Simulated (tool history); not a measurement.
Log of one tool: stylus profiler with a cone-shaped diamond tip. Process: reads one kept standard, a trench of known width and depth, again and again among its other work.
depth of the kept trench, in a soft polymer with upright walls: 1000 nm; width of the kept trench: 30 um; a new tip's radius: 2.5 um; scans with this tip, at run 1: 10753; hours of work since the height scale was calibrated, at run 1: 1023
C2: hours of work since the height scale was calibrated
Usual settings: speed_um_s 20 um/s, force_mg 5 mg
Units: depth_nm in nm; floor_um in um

Run 1, hour 0: usual settings; scans with this tip 10753; C2 1023. Result: depth_nm 1026.8 nm, floor_um 25.92 um.
Run 2, hour 21.7: usual settings but force_mg 12.04 mg; scans with this tip 10901; C2 1037. Result: depth_nm 1048.6 nm, floor_um 25.98 um.
Run 3, hour 40.2: usual settings; scans with this tip 11027; C2 1049. Result: depth_nm 1026.53 nm, floor_um 25.94 um.
Run 4, hour 62.8: usual settings; scans with this tip 11180; C2 1064. Result: depth_nm 1026.86 nm, floor_um 25.95 um.
Run 5, hour 77: usual settings; scans with this tip 11277; C2 1073. Result: depth_nm 1026.64 nm, floor_um 25.9 um.
Run 6, hour 93.4: usual settings; scans with this tip 11388; C2 1084. Result: depth_nm 1026.62 nm, floor_um 25.92 um.
Run 7, hour 114.6: usual settings but force_mg 2.69 mg; scans with this tip 11533; C2 1097. Result: depth_nm 1017.64 nm, floor_um 25.83 um.
Run 8, hour 134.2: usual settings but force_mg 2.69 mg; scans with this tip 11666; C2 1110. Result: depth_nm 1017.55 nm, floor_um 25.92 um.
Run 9, hour 160.2: usual settings; scans with this tip 11843; C2 1127. Result: depth_nm 1026.83 nm, floor_um 25.94 um.
Run 10, hour 187.8: usual settings; scans with this tip 12030; C2 1145. Result: depth_nm 1026.62 nm, floor_um 25.97 um.
Run 11, hour 207.7: usual settings; scans with this tip 12166; C2 1158. Result: depth_nm 1027.04 nm, floor_um 25.95 um.
Run 12, hour 229.5: usual settings; scans with this tip 12314; C2 1172. Result: depth_nm 1027.43 nm, floor_um 25.96 um.
Run 13, hour 251.3: usual settings; scans with this tip 12462; C2 1186. Result: depth_nm 1027.08 nm, floor_um 25.94 um.
Run 14, hour 264.3: usual settings but speed_um_s 43 um/s; scans with this tip 12551; C2 1194. Result: depth_nm 1026.74 nm, floor_um 25.89 um.
Run 15, hour 282.4: usual settings but speed_um_s 43 um/s; scans with this tip 12674; C2 1206. Result: depth_nm 1026.88 nm, floor_um 25.9 um.
Run 16, hour 301.5: usual settings but speed_um_s 10 um/s; scans with this tip 12804; C2 1218. Result: depth_nm 1026.86 nm, floor_um 25.98 um.
Run 17, hour 330: usual settings but speed_um_s 10 um/s; scans with this tip 12997; C2 1237. Result: depth_nm 1027.02 nm, floor_um 25.91 um.
Run 18, hour 342.9: usual settings but speed_um_s 10 um/s; scans with this tip 13085; C2 1245. Result: depth_nm 1026.76 nm, floor_um 25.98 um.
Run 19, hour 370.4: usual settings; scans with this tip 13272; C2 1263. Result: depth_nm 1026.92 nm, floor_um 25.89 um.
Run 20, hour 397.4: usual settings; scans with this tip 13456; C2 1280. Result: depth_nm 1026.91 nm, floor_um 25.97 um.
Run 21, hour 422.2: usual settings but force_mg 14.91 mg; scans with this tip 13624; C2 1297. Result: depth_nm 1055.55 nm, floor_um 25.89 um.
Run 22, hour 451.8: usual settings but force_mg 14.91 mg; scans with this tip 13825; C2 1316. Result: depth_nm 1055.44 nm, floor_um 25.92 um.
Run 23, hour 478.5: usual settings but force_mg 14.91 mg; scans with this tip 14007; C2 1333. Result: depth_nm 1055.41 nm, floor_um 25.95 um.
Run 24, hour 501.8: usual settings; scans with this tip 14166; C2 1348. Result: depth_nm 1026.78 nm, floor_um 25.95 um.
Run 25, hour 516.4: usual settings; scans with this tip 14265; C2 1358. Result: depth_nm 1026.15 nm, floor_um 25.91 um.
Run 26, hour 536.3: usual settings but speed_um_s 11 um/s, force_mg 1.96 mg; scans with this tip 14400; C2 1370. Result: depth_nm 1014.37 nm, floor_um 25.9 um.
Run 27, hour 550.3: usual settings but speed_um_s 6 um/s, force_mg 11 mg; scans with this tip 14495; C2 1379. Result: depth_nm 1045.14 nm, floor_um 25.95 um.
At hour 557.7: new tip fitted, height scale calibrated.
Run 28, hour 578.1: usual settings but speed_um_s 5 um/s, force_mg 4.06 mg; scans with this tip 139; C2 13. Result: depth_nm 1023.39 nm, floor_um 25.99 um.
Run 29, hour 603: usual settings but speed_um_s 21 um/s, force_mg 13.4 mg; scans with this tip 309; C2 29. Result: depth_nm 1052.16 nm, floor_um 25.99 um.
Run 30, hour 615.2: usual settings but force_mg 14.6 mg; scans with this tip 392; C2 37. Result: depth_nm 1054.51 nm, floor_um 25.96 um.
Run 31, hour 643.9: usual settings but speed_um_s 70 um/s, force_mg 4.82 mg; scans with this tip 587; C2 56. Result: depth_nm 1026.12 nm, floor_um 25.87 um.
Run 32, hour 669.4: usual settings but speed_um_s 63 um/s, force_mg 4 mg; scans with this tip 760; C2 72. Result: depth_nm 1022.83 nm, floor_um 25.8 um.
Run 33, hour 689.4: usual settings but force_mg 2.66 mg; scans with this tip 896; C2 85. Result: depth_nm 1017.16 nm, floor_um 25.98 um.
Run 34, hour 707.9: usual settings but force_mg 2.66 mg; scans with this tip 1022; C2 97. Result: depth_nm 1017.23 nm, floor_um 25.92 um.
Run 35, hour 724.7: usual settings but speed_um_s 49 um/s, force_mg 2.66 mg; scans with this tip 1136; C2 108. Result: depth_nm 1017.56 nm, floor_um 25.81 um.
Run 36, hour 738.6: usual settings but speed_um_s 49 um/s, force_mg 2.66 mg; scans with this tip 1231; C2 117. Result: depth_nm 1017.4 nm, floor_um 25.79 um.
Run 37, hour 765.5: usual settings but speed_um_s 21 um/s, force_mg 5.3 mg; scans with this tip 1413; C2 134. Result: depth_nm 1027.85 nm, floor_um 25.97 um.
Run 38, hour 780.1: usual settings but speed_um_s 28 um/s, force_mg 6.37 mg; scans with this tip 1513; C2 144. Result: depth_nm 1032.03 nm, floor_um 26 um.
Run 39, hour 798.2: usual settings but speed_um_s 28 um/s, force_mg 6.37 mg; scans with this tip 1636; C2 156. Result: depth_nm 1031.67 nm, floor_um 25.92 um.
Run 40, hour 825.7: usual settings but speed_um_s 14 um/s, force_mg 7.66 mg; scans with this tip 1823; C2 173. Result: depth_nm 1035.56 nm, floor_um 25.98 um.
Run 41, hour 844: usual settings but speed_um_s 37 um/s, force_mg 7.71 mg; scans with this tip 1947; C2 185. Result: depth_nm 1035.62 nm, floor_um 25.92 um.
Run 42, hour 862.3: usual settings but speed_um_s 13 um/s; scans with this tip 2072; C2 197. Result: depth_nm 1026.41 nm, floor_um 25.97 um.
Run 43, hour 885.3: usual settings but speed_um_s 9 um/s, force_mg 7.35 mg; scans with this tip 2228; C2 212. Result: depth_nm 1034.85 nm, floor_um 25.97 um.
Run 44, hour 913.6: usual settings but force_mg 8.1 mg; scans with this tip 2421; C2 230. Result: depth_nm 1036.94 nm, floor_um 25.96 um.
Run 45, hour 943.6: usual settings but speed_um_s 28 um/s, force_mg 3.19 mg; scans with this tip 2625; C2 250. Result: depth_nm 1019.51 nm, floor_um 25.92 um.
Run 46, hour 973.7: usual settings but speed_um_s 27 um/s, force_mg 5.67 mg; scans with this tip 2829; C2 269. Result: depth_nm 1029.2 nm, floor_um 25.84 um.
Run 47, hour 997.1: usual settings but speed_um_s 27 um/s, force_mg 5.67 mg; scans with this tip 2989; C2 284. Result: depth_nm 1028.88 nm, floor_um 25.91 um.

Forecast each of these 3 alternatives for the next run:
Run A, hour 1013: usual settings but speed_um_s 79 um/s; scans with this tip 3096; C2 295. Result: depth_nm ?, floor_um ?.
Run B, hour 1013: usual settings but speed_um_s 27 um/s, force_mg 7 mg; scans with this tip 3096; C2 295. Result: depth_nm ?, floor_um ?.
Run C, hour 1013: usual settings but speed_um_s 22 um/s, force_mg 8.16 mg; scans with this tip 3096; C2 295. Result: depth_nm ?, floor_um ?.

run  depth_nm  floor_um
  A   1026.69     25.78
  B   1033.73     25.92
  C   1036.89     25.94
Without the tool's hidden state the same runs would have given:
run  depth_nm  floor_um
  A   1026.68     25.79
  B   1033.72     25.92
  C   1036.88     25.94
